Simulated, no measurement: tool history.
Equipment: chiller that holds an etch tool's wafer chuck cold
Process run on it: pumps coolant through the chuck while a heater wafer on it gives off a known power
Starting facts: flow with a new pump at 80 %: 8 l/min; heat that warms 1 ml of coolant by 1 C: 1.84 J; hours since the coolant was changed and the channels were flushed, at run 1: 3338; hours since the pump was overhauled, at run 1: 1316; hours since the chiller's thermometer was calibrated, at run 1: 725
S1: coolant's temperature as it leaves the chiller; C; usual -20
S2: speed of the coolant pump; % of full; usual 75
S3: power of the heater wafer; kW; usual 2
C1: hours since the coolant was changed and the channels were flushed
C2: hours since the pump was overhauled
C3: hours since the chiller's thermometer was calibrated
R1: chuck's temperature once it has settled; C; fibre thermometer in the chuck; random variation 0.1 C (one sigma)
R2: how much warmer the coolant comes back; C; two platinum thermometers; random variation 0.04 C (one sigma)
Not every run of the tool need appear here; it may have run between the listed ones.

{"run": 1, "hour": 0.0, "S1": -20, "S2": 75, "S3": 2, "C1": 3338, "C2": 1316, "C3": 725, "R1": -3.6, "R2": 8.88}
{"run": 2, "hour": 38.5, "S1": -20, "S2": 75, "S3": 2, "C1": 3376, "C2": 1354, "C3": 763, "R1": -3.5, "R2": 8.84}
{"run": 3, "hour": 74.3, "S1": -20, "S2": 75, "S3": 2, "C1": 3412, "C2": 1390, "C3": 799, "R1": -3.7, "R2": 8.86}
{"run": 4, "hour": 97.5, "S1": -20, "S2": 75, "S3": 2, "C1": 3435, "C2": 1413, "C3": 822, "R1": -3.9, "R2": 8.82}
{"run": 5, "hour": 123.2, "S1": -20, "S2": 75, "S3": 2, "C1": 3461, "C2": 1439, "C3": 848, "R1": -3.7, "R2": 8.89}
{"hour": 129.9, "done": "coolant pump overhauled"}
{"run": 6, "hour": 151.7, "S1": -20, "S2": 75, "S3": 2, "C1": 3485, "C2": 22, "C3": 872, "R1": -3.6, "R2": 9.01}
{"run": 7, "hour": 187.7, "S1": -25, "S2": 93, "S3": 1.109, "C1": 3521, "C2": 58, "C3": 908, "R1": -16.9, "R2": 4.03}
{"hour": 213.2, "done": "coolant pump overhauled, once more"}
{"run": 8, "hour": 231.2, "S1": -25, "S2": 93, "S3": 1.089, "C1": 3559, "C2": 18, "C3": 946, "R1": -17.1, "R2": 3.84}
{"run": 9, "hour": 256.1, "S1": -12, "S2": 87, "S3": 1.054, "C1": 3584, "C2": 43, "C3": 971, "R1": -4.2, "R2": 3.96}
{"run": 10, "hour": 282.9, "S1": -12, "S2": 87, "S3": 1.054, "C1": 3611, "C2": 70, "C3": 998, "R1": -4.3, "R2": 3.99}
{"run": 11, "hour": 313.7, "S1": -12, "S2": 87, "S3": 1.054, "C1": 3642, "C2": 100, "C3": 1029, "R1": -4.1, "R2": 3.97}

Consider 3 possible next runs. They are alternatives, not a sequence: every one starts from the tool as it was left by run 11. What does each give?
{"run": "A", "hour": 341.5, "S1": -20, "S2": 89, "S3": 1.819, "C1": 3669, "C2": 128, "C3": 1056, "R1": "?", "R2": "?"}
{"run": "B", "hour": 341.5, "S1": -12, "S2": 61, "S3": 1.054, "C1": 3669, "C2": 128, "C3": 1056, "R1": "?", "R2": "?"}
{"run": "C", "hour": 341.5, "S1": -12, "S2": 94, "S3": 1.054, "C1": 3669, "C2": 128, "C3": 1056, "R1": "?", "R2": "?"}

run=A R1=-6.8 R2=6.8
run=B R1=-2.1 R2=5.64
run=C R1=-4.5 R2=3.68
The same runs, with their run-to-run variation unchanged, on a tool lacking any hidden condition would have given:
run=A R1=-7.7 R2=6.77
run=B R1=-2.8 R2=5.62
run=C R1=-5 R2=3.67
